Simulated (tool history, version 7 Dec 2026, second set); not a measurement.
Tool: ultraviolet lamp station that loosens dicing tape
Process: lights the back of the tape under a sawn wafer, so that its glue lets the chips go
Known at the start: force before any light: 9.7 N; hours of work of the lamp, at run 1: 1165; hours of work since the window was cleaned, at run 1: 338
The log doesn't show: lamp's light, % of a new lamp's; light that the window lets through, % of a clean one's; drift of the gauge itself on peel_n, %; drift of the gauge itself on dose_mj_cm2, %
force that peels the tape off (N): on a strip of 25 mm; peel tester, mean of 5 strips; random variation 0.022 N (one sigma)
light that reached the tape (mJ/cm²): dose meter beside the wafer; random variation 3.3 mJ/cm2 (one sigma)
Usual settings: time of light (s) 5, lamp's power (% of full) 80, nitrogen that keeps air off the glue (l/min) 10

run   hour  time of light (s)  lamp's power (% of full)  nitrogen that keeps air off the glue (l/min)  hours of work of the lamp  hours of work since the window was cleaned  force that peels the tape off (N)  light that reached the tape (mJ/cm²)
  1    0.0                  5                        80                                            10                       1165                                         338                              2.072                                   361
  2   36.6                  5                        80                                            10                       1193                                         366                              2.118                                   365
  3  113.3                  3                        80                                            10                       1251                                         424                              3.935                                   209
     136.4  -- window cleaned of glue's vapour
  4  184.2                  3                        80                                            10                       1304                                          36                              3.649                                   232
  5  259.7                  3                        80                                            10                       1361                                          93                              3.774                                   217
  6  306.9                  3                        73                                            10                       1396                                         129                              4.216                                   200
     369.0  -- lamp changed
  7  377.7                  7                        73                                            18                          7                                         181                              0.392                                   635
  8  443.1                  8                        74                                             9                         56                                         231                              0.573                                   725
  9  503.8                  5                        80                                             3                        102                                         276                              2.766                                   480
 10  564.8                  9                        61                                             4                        148                                         322                              1.578                                   644

3 ways to go on from here, each from the tool as it stands after run 10. What would each give?
  A  622.4                  3                        80                                            10                        191                                         366                                  ?                                     ?
  B  622.4                  9                        69                                             4                        191                                         366                                  ?                                     ?
  C  622.4                  5                        97                                            10                        191                                         366                                  ?                                     ?

run  force that peels the tape off (N)  light that reached the tape (mJ/cm²)
  A                              2.959                                   283
  B                              1.318                                   718
  C                              0.953                                   562
Without the tool's hidden state the same runs would have given:
run  force that peels the tape off (N)  light that reached the tape (mJ/cm²)
  A                              2.496                                   324
  B                              0.994                                   824
  C                              0.697                                   644

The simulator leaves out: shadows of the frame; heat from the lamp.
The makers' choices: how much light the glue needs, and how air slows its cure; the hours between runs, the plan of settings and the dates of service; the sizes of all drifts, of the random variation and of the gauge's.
